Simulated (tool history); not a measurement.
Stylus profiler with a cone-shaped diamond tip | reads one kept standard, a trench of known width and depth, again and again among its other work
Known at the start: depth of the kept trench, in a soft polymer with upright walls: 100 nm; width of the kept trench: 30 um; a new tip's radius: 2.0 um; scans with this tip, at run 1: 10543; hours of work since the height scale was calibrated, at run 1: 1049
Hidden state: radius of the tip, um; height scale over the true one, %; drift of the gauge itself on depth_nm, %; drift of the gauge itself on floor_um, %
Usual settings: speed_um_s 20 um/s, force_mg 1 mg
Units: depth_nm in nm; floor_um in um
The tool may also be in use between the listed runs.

run	hour	speed_um_s	force_mg	scans with this tip	hours of work since the height scale was calibrated	depth_nm	floor_um
1	0	20	1	10543	1049	100.99	28.1
# hour 33.4: height scale calibrated on a step standard
2	79.5	20	0.47	11099	32	100.42	28.04
3	142.9	20	0.43	11545	77	100.4	28.01
4	227.4	20	0.43	12140	136	100.47	28.02
5	302.5	20	0.43	12669	188	100.43	27.98
6	361.6	20	0.43	13085	230	100.45	27.98
7	417	36	1.49	13475	269	100.99	27.95
8	496.8	36	1.49	14037	325	100.98	27.96
9	532.9	65	0.67	14290	350	100.65	27.64
10	592.3	51	2.52	14709	391	101.43	27.88
11	638.6	20	1.65	15035	424	101.05	27.93

3 ways to go on from here, each from the tool as it stands after run 11. What would each give?
A	727	78	1	15657	486	?	?
B	727	20	0.82	15657	486	?	?
C	727	73	0.39	15657	486	?	?

run	depth_nm	floor_um
A	100.82	27.55
B	100.71	27.92
C	100.53	27.2
Without the tool's hidden state the same runs would have given:
run	depth_nm	floor_um
A	100.67	28.23
B	100.56	28.6
C	100.38	27.88

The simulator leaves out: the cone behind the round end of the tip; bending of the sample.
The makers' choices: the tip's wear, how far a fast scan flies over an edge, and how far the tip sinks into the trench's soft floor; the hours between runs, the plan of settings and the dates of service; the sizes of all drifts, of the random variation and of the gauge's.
